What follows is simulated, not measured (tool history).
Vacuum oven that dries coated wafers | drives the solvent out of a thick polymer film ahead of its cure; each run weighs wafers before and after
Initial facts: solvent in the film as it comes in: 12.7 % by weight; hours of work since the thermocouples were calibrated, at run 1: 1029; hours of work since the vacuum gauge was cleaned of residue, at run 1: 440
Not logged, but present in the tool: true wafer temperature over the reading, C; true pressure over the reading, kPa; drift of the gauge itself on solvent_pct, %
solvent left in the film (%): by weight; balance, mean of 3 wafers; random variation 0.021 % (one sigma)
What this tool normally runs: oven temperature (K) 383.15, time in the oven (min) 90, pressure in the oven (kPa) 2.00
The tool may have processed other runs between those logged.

run	hour	oven temperature (K)	time in the oven (min)	pressure in the oven (kPa)	hours of work since the thermocouples were calibrated	hours of work since the vacuum gauge was cleaned of residue	solvent left in the film (%)
1	0.0	383.15	90	2.00	1029	440	2.51
2	45.9	389.15	90	2.00	1052	463	1.79
3	94.5	389.15	90	2.00	1076	487	1.81
# hour 122.1: oven's thermocouples calibrated
4	125.5	389.15	90	2.00	2	502	1.97
5	170.3	383.15	90	4.35	24	524	4.45
6	213.0	383.15	90	4.35	46	546	4.40
7	247.7	383.15	90	2.00	63	563	2.70
8	274.6	383.15	90	1.77	76	576	2.51
9	325.0	383.15	90	1.75	102	602	2.57
10	371.8	383.15	90	1.75	125	625	2.53
11	412.9	383.15	90	1.75	146	646	2.51
12	442.9	383.15	90	1.75	161	661	2.50
13	473.5	383.15	90	1.75	176	676	2.51
14	517.2	383.15	90	1.75	198	698	2.51
15	546.1	383.15	90	2.00	213	713	2.69
16	575.8	383.15	90	4.20	228	727	4.27
17	619.4	383.15	90	4.20	249	749	4.28
18	641.6	383.15	90	4.20	261	760	4.28
19	670.2	383.15	90	2.00	275	775	2.66
20	701.8	383.15	90	2.00	291	791	2.67
# hour 708.4: vacuum gauge cleaned of residue and calibrated
21	730.0	383.15	90	2.00	304	11	2.70
22	774.2	383.15	90	2.00	326	33	2.71
23	816.0	383.15	90	2.00	347	54	2.72
# hour 844.6: vacuum gauge cleaned of residue and calibrated, once more
24	860.1	383.15	90	2.00	369	8	2.57
25	906.2	387.15	118	1.05	392	31	1.04
26	951.8	384.15	90	2.00	415	54	2.44
27	987.0	384.15	90	2.00	432	71	2.45
28	1027.4	384.15	90	1.01	452	92	1.76
29	1060.7	394.15	87	4.31	469	108	2.66
30	1091.9	371.15	112	1.05	485	124	3.00
31	1132.2	376.15	111	2.46	505	144	3.51
32	1174.7	376.15	111	5.88	526	166	6.62
33	1220.6	376.15	127	5.88	549	189	6.43
34	1261.5	382.15	74	2.00	570	209	3.19
35	1295.7	376.15	69	2.00	587	226	4.38
36	1325.8	381.15	90	2.00	602	241	2.82
37	1368.6	372.15	98	1.08	624	263	3.21
38	1417.1	372.15	98	1.08	648	287	3.22
39	1463.4	372.15	98	1.08	671	310	3.18
40	1498.2	372.15	98	1.08	689	328	3.22
41	1522.1	372.15	68	2.00	701	340	5.14
42	1575.7	372.15	89	5.78	727	367	7.82
43	1626.5	372.15	89	5.78	753	392	7.79
44	1669.7	372.15	138	3.23	775	414	4.47
45	1721.1	391.15	113	2.00	800	439	1.40
46	1761.7	381.15	127	4.26	821	460	3.96
47	1813.0	379.15	90	2.00	846	486	3.09

The logged runs with the hidden state left out (each run's random variation unchanged):
run	solvent left in the film (%)
1	2.69
2	1.93
3	1.95
4	1.91
5	4.38
6	4.33
7	2.63
8	2.45
9	2.51
10	2.48
11	2.46
12	2.45
13	2.46
14	2.47
15	2.65
16	4.24
17	4.26
18	4.25
19	2.63
20	2.64
21	2.62
22	2.64
23	2.65
24	2.64
25	1.07
26	2.52
27	2.53
28	1.83
29	2.73
30	3.10
31	3.62
32	6.80
33	6.61
34	3.31
35	4.52
36	2.93
37	3.34
38	3.36
39	3.32
40	3.36
41	5.31
42	8.08
43	8.06
44	4.66
45	1.46
46	4.13
47	3.25
